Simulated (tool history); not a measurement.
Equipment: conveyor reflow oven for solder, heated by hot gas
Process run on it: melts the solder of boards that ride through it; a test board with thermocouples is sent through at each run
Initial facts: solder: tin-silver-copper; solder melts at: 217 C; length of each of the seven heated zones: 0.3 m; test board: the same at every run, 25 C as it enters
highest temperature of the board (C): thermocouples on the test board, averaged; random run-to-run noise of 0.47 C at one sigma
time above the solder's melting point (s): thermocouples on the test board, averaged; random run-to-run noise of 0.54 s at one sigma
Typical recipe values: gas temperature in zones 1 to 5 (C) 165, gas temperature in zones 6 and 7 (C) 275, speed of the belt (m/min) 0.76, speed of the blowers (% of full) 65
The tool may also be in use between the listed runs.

run,hour,gas temperature in zones 1 to 5 (C),gas temperature in zones 6 and 7 (C),speed of the belt (m/min),speed of the blowers (% of full),highest temperature of the board (C),time above the solder's melting point (s)
1,0,165,275,0.76,65,247.9,30.2
# hour 40.6: belt drive overhauled, speed set with a stopwatch
2,70.3,165,275,0.76,65,245.8,28.4
3,115,165,275,0.76,65,245.4,28.6
# hour 132.5: flux residue cleaned out of gas plates and filters
4,222,165,275,0.76,65,242.4,26.5
5,301.1,165,280,0.76,65,245.7,29
# hour 323.7: flux residue cleaned out of gas plates and filters, once more
6,378.5,165,268,0.76,65,244.1,28.5
7,431.3,165,268,0.76,65,243.9,28.1
8,499.3,165,268,0.76,65,242.4,27.9
# hour 507.9: thermocouples of zones 6 and 7 changed
9,558.7,165,275,0.76,65,249.8,31.5
10,608.7,165,275,0.76,65,249.7,30.6
11,685.2,165,275,0.76,65,248.6,31.1
12,736.2,165,275,0.76,65,248,30.3
13,827.5,165,272,0.76,65,244.1,29.2
14,890.4,165,272,0.76,65,243.9,28.2
# hour 941.7: flux residue cleaned out of gas plates and filters
15,965.9,165,272,0.76,65,249,31.7
16,1034.2,173,272,0.76,61,248.2,32.5
# hour 1079.3: belt drive overhauled, speed set with a stopwatch
17,1122.9,150,272,0.897,72,239.1,18.6
18,1214.8,170,272,0.612,89,261,48
19,1309.7,167,272,0.612,60,252.6,42.2
# hour 1353: thermocouples of zones 6 and 7 changed
20,1382.2,167,272,0.612,60,253.4,43
21,1466.2,167,272,0.612,60,252.6,42.3
22,1536.8,151,275,0.698,65,247.9,31
# hour 1567.7: flux residue cleaned out of gas plates and filters
23,1621.8,165,275,0.76,85,257.2,37.2
24,1722.9,165,275,0.76,85,256.7,37.1
25,1784.4,166,275,0.76,65,250.5,31.7
26,1856.7,165,271,0.76,58,243.3,27
27,1920.1,164,266,0.871,66,235.6,19.5
28,1987.9,164,266,0.871,66,235.3,18.5
29,2061,168,270,0.622,86,255.7,46.3
# hour 2107.3: belt drive overhauled, speed set with a stopwatch
30,2129.2,157,270,0.622,60,245.6,34.5

3 ways to go on from here, each from the tool as it stands after run 30. What would each give?
# hour 2189.3: flux residue cleaned out of gas plates and filters
# hour 2196.9: thermocouples of zones 6 and 7 changed
A,2208.6,176,266,0.644,65,?,?
# hour 2189.3: flux residue cleaned out of gas plates and filters
# hour 2196.9: thermocouples of zones 6 and 7 changed
B,2208.6,172,283,0.76,65,?,?
# hour 2189.3: flux residue cleaned out of gas plates and filters
# hour 2196.9: thermocouples of zones 6 and 7 changed
C,2208.6,176,275,0.76,87,?,?

run,highest temperature of the board (C),time above the solder's melting point (s)
A,251.4,41.2
B,259.8,35.7
C,261,39.2
With no hidden state in the tool, these same runs would have given:
run,highest temperature of the board (C),time above the solder's melting point (s)
A,251.5,41.2
B,260,35.7
C,261.2,39.2
